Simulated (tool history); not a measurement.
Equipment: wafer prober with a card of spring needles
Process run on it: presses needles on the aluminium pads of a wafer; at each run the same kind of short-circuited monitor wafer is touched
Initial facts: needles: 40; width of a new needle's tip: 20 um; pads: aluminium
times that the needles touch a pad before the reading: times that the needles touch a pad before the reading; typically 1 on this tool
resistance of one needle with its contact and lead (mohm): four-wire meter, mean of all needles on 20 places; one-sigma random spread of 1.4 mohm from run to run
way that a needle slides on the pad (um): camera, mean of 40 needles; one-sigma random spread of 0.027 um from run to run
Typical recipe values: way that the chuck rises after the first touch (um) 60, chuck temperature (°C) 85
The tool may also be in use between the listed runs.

run    hour  way that the chuck rises after the first touch (um)  chuck temperature (°C)  times that the needles touch a pad before the reading  resistance of one needle with its contact and lead (mohm)  way that a needle slides on the pad (um)
  1     0.0                                                   60                      85                                                      1                                                        130                                     13.53
  2    47.0                                                   66                      85                                                      1                                                        130                                     14.90
  3   106.5                                                   66                      85                                                      1                                                        129                                     14.98
  4   163.2                                                   66                      85                                                      1                                                        129                                     14.91
  5   209.5                                                   66                      85                                                      3                                                        131                                     14.91
  6   287.5                                                   66                      85                                                      3                                                        129                                     14.97
  7   327.0                                                   66                      85                                                      3                                                        130                                     14.95
  8   377.4                                                   66                      85                                                      3                                                        126                                     14.93
  9   432.0                                                   66                      85                                                      3                                                        129                                     14.89
 10   498.4                                                   60                      85                                                      3                                                        131                                     13.59
 11   573.9                                                   60                      85                                                      1                                                        129                                     13.62
 12   628.5                                                   60                      36                                                      1                                                        125                                     13.59
 13   700.3                                                   60                      36                                                      1                                                        128                                     13.58
 14   775.1                                                   60                      85                                                      1                                                        131                                     13.60
 15   854.1                                                   60                      85                                                      1                                                        130                                     13.54
 16   909.6                                                   60                      85                                                      1                                                        130                                     13.55
 17   989.4                                                   56                      36                                                      2                                                        125                                     12.69
 18  1064.8                                                   60                      43                                                      1                                                        126                                     13.59
 19  1144.8                                                   60                      43                                                      1                                                        126                                     13.57
 20  1222.2                                                   43                      29                                                      1                                                        127                                      9.75
 21  1259.5                                                   67                      34                                                      1                                                        121                                     15.17
 22  1292.9                                                   67                     115                                                      1                                                        134                                     15.15
 23  1334.5                                                   67                     115                                                      2                                                        134                                     15.17
 24  1388.9                                                   67                     115                                                      2                                                        132                                     15.10
 25  1453.3                                                   67                     115                                                      2                                                        131                                     15.22
 26  1527.6                                                   42                      26                                                      3                                                        130                                      9.54
 27  1565.7                                                   74                     108                                                      3                                                        132                                     16.76
 28  1624.9                                                   54                      63                                                      3                                                        129                                     12.20
 29  1672.0                                                   54                      63                                                      3                                                        129                                     12.24

Missing from the log above: 59 entries noted between runs. For each, name the pair of listed runs it sits between and say how the tool's hidden condition differs from the listed run just before to the listed run just after:
Run 1 -> run 2: tips cleaned on abrasive film (hour 6.8); tips cleaned on abrasive film (hour 37.3)
  debris on the tips, nm: 0.4 -> 0.3
Run 2 -> run 3: tips cleaned on abrasive film (hour 70.0); tips cleaned on abrasive film (hour 100.5)
  debris on the tips, nm: 0.3 -> 0.2
Run 3 -> run 4: tips cleaned on abrasive film (hour 128.6); tips cleaned on abrasive film (hour 157.1)
  nothing in the hidden state changes from one run to the other
Run 4 -> run 5: tips cleaned on abrasive film (hour 185.0)
  debris on the tips, nm: 0.2 -> 0.4
Run 5 -> run 6: tips cleaned on abrasive film (hour 216.2); tips cleaned on abrasive film (hour 244.7); tips cleaned on abrasive film (hour 274.5); height of the first contact set anew (hour 280.0)
  debris on the tips, nm: 0.4 -> 0.3
Run 6 -> run 7: tips cleaned on abrasive film (hour 303.4)
  debris on the tips, nm: 0.3 -> 0.4
Run 7 -> run 8: tips cleaned on abrasive film (hour 333.3); tips cleaned on abrasive film (hour 362.2)
  debris on the tips, nm: 0.4 -> 0.3
Run 8 -> run 9: tips cleaned on abrasive film (hour 394.0); tips cleaned on abrasive film (hour 422.3)
  debris on the tips, nm: 0.3 -> 0.2
Run 9 -> run 10: tips cleaned on abrasive film (hour 449.7); tips cleaned on abrasive film (hour 479.2)
  debris on the tips, nm: 0.2 -> 0.4
Run 10 -> run 11: tips cleaned on abrasive film (hour 508.8); tips cleaned on abrasive film (hour 540.5); tips cleaned on abrasive film (hour 572.9)
  debris on the tips, nm: 0.4 -> 0.1
Run 11 -> run 12: tips cleaned on abrasive film (hour 604.6)
  debris on the tips, nm: 0.1 -> 0.4
Run 12 -> run 13: tips cleaned on abrasive film (hour 634.7); tips cleaned on abrasive film (hour 665.9); tips cleaned on abrasive film (hour 696.0)
  debris on the tips, nm: 0.4 -> 0.1
Run 13 -> run 14: tips cleaned on abrasive film (hour 725.4); tips cleaned on abrasive film (hour 758.2)
  debris on the tips, nm: 0.1 -> 0.4
Run 14 -> run 15: tips cleaned on abrasive film (hour 788.9); tips cleaned on abrasive film (hour 820.5); height of the first contact set anew (hour 820.8); tips cleaned on abrasive film (hour 849.9)
  debris on the tips, nm: 0.4 -> 0.2
Run 15 -> run 16: tips cleaned on abrasive film (hour 879.7); tips cleaned on abrasive film (hour 908.8)
  debris on the tips, nm: 0.2 -> 0.1; tips' diameter, um: 20 -> 20.01
Run 16 -> run 17: tips cleaned on abrasive film (hour 941.5); tips cleaned on abrasive film (hour 969.2)
  debris on the tips, nm: 0.1 -> 0.3
Run 17 -> run 18: tips cleaned on abrasive film (hour 1000.8); tips cleaned on abrasive film (hour 1027.7); tips cleaned on abrasive film (hour 1054.7)
  nothing in the hidden state changes from one run to the other
Run 18 -> run 19: tips cleaned on abrasive film (hour 1085.7); tips cleaned on abrasive film (hour 1115.2); tips cleaned on abrasive film (hour 1144.8)
  debris on the tips, nm: 0.3 -> 0
Run 19 -> run 20: tips cleaned on abrasive film (hour 1175.9); tips cleaned on abrasive film (hour 1205.4)
  debris on the tips, nm: 0 -> 0.3
Run 20 -> run 21: tips cleaned on abrasive film (hour 1234.9)
  debris on the tips, nm: 0.3 -> 0.4
Run 21 -> run 22: tips cleaned on abrasive film (hour 1263.0); tips cleaned on abrasive film (hour 1292.3)
  debris on the tips, nm: 0.4 -> 0
Run 22 -> run 23: tips cleaned on abrasive film (hour 1324.3)
  debris on the tips, nm: 0 -> 0.3
Run 23 -> run 24: tips cleaned on abrasive film (hour 1351.2); height of the first contact set anew (hour 1360.3); tips cleaned on abrasive film (hour 1381.0)
  debris on the tips, nm: 0.3 -> 0.2
Run 24 -> run 25: tips cleaned on abrasive film (hour 1409.3); tips cleaned on abrasive film (hour 1437.4)
  debris on the tips, nm: 0.2 -> 0.3
Run 25 -> run 26: tips cleaned on abrasive film (hour 1469.8); tips cleaned on abrasive film (hour 1501.2)
  debris on the tips, nm: 0.3 -> 0.4
Run 26 -> run 27: tips cleaned on abrasive film (hour 1533.0); tips cleaned on abrasive film (hour 1565.2)
  debris on the tips, nm: 0.4 -> 0
Run 27 -> run 28: tips cleaned on abrasive film (hour 1595.0); tips cleaned on abrasive film (hour 1624.9)
  nothing in the hidden state changes from one run to the other
Run 28 -> run 29: tips cleaned on abrasive film (hour 1655.1)
  debris on the tips, nm: 0 -> 0.3
